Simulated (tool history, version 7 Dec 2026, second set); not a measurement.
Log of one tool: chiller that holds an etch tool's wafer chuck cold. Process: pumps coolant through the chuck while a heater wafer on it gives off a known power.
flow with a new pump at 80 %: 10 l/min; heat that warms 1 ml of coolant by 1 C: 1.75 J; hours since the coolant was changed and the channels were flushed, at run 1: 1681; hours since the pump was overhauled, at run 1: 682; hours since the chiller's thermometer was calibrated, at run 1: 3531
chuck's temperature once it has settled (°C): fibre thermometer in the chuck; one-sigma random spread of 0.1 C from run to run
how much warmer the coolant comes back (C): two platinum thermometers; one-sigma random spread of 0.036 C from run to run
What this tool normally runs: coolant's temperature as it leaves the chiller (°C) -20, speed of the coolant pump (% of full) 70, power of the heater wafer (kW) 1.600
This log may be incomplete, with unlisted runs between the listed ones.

run   hour  coolant's temperature as it leaves the chiller (°C)  speed of the coolant pump (% of full)  power of the heater wafer (kW)  hours since the coolant was changed and the channels were flushed  hours since the pump was overhauled  hours since the chiller's thermometer was calibrated  chuck's temperature once it has settled (°C)  how much warmer the coolant comes back (C)
  1    0.0                                                  -20                                     70                           1.600                                                               1681                                  682                                                  3531                                          -6.6                                        6.64
  2   37.5                                                  -20                                     70                           1.600                                                               1719                                  720                                                  3569                                          -6.5                                        6.62
      50.8  -- chiller's thermometer calibrated
  3   58.6                                                  -20                                     70                           1.600                                                               1739                                  740                                                     8                                          -5.8                                        6.58
  4   77.3                                                  -20                                     70                           1.600                                                               1758                                  758                                                    27                                          -5.9                                        6.64
  5   98.9                                                  -20                                     70                           1.012                                                               1779                                  780                                                    48                                         -10.9                                        4.20
  6  124.0                                                  -20                                     70                           1.600                                                               1804                                  805                                                    73                                          -5.8                                        6.63
  7  153.4                                                  -20                                     70                           1.300                                                               1834                                  835                                                   103                                          -8.6                                        5.43
  8  175.1                                                  -20                                     70                           1.300                                                               1855                                  856                                                   124                                          -8.5                                        5.34
  9  196.0                                                  -20                                     70                           1.600                                                               1876                                  877                                                   145                                          -5.7                                        6.70
 10  225.1                                                  -20                                     70                           1.600                                                               1905                                  906                                                   174                                          -5.9                                        6.66
 11  261.6                                                  -20                                     70                           1.600                                                               1942                                  943                                                   211                                          -5.8                                        6.67
 12  278.0                                                  -20                                     70                           1.600                                                               1958                                  959                                                   227                                          -5.7                                        6.71
 13  303.1                                                  -20                                     70                           1.600                                                               1983                                  984                                                   252                                          -5.8                                        6.72
 14  326.0                                                  -20                                     70                           1.600                                                               2006                                 1007                                                   275                                          -5.6                                        6.70
 15  359.9                                                  -20                                     70                           1.600                                                               2040                                 1041                                                   309                                          -5.6                                        6.72
 16  377.0                                                  -20                                     70                           1.600                                                               2057                                 1058                                                   326                                          -5.7                                        6.73
 17  404.0                                                  -20                                     70                           1.284                                                               2084                                 1085                                                   353                                          -8.6                                        5.42
 18  423.6                                                  -12                                     69                           1.031                                                               2104                                 1105                                                   373                                          -2.5                                        4.44
 19  456.3                                                  -19                                     99                           0.865                                                               2137                                 1137                                                   406                                         -12.9                                        2.45
 20  485.2                                                  -19                                     69                           0.865                                                               2165                                 1166                                                   434                                         -11.2                                        3.74
 21  502.4                                                  -19                                     70                           2.333                                                               2183                                 1183                                                   452                                           2.0                                        9.87
 22  518.4                                                  -12                                     70                           1.600                                                               2199                                 1199                                                   468                                           2.4                                        6.86
 23  555.0                                                  -18                                     84                           1.600                                                               2235                                 1236                                                   504                                          -5.3                                        5.52
 24  575.2                                                  -18                                     62                           1.807                                                               2256                                 1256                                                   524                                          -0.2                                        8.73
 25  598.2                                                  -25                                     83                           1.600                                                               2279                                 1279                                                   547                                         -12.2                                        5.62
 26  629.5                                                  -25                                     83                           1.600                                                               2310                                 1311                                                   579                                         -12.3                                        5.58
 27  658.3                                                  -16                                     68                           1.087                                                               2339                                 1339                                                   608                                          -6.0                                        4.76
 28  690.6                                                  -16                                     68                           1.087                                                               2371                                 1372                                                   640                                          -5.9                                        4.80
 29  720.1                                                  -16                                     68                           1.087                                                               2400                                 1401                                                   669                                          -6.0                                        4.77
 30  739.0                                                  -18                                     72                           1.490                                                               2419                                 1420                                                   688                                          -4.8                                        6.15
 31  758.8                                                  -18                                     72                           1.490                                                               2439                                 1440                                                   708                                          -4.8                                        6.16

How the hidden state differs across the entries between the runs, from the last listed run before each to the first after it:
From run 2 to run 3: chiller's thermometer calibrated (hour 50.8)
  heat passed by the chuck's channels, % of clean ones': 95.4 -> 95.3; flow at a given pump speed, % of a new pump's: 96.1 -> 96; coolant's true temperature over the reading, C: -0.57 -> 0
  measured result minus the result with no hidden state, chuck's temperature once it has settled (°C): +0.2 -> +0.8; how much warmer the coolant comes back (C): +0.26 -> +0.27

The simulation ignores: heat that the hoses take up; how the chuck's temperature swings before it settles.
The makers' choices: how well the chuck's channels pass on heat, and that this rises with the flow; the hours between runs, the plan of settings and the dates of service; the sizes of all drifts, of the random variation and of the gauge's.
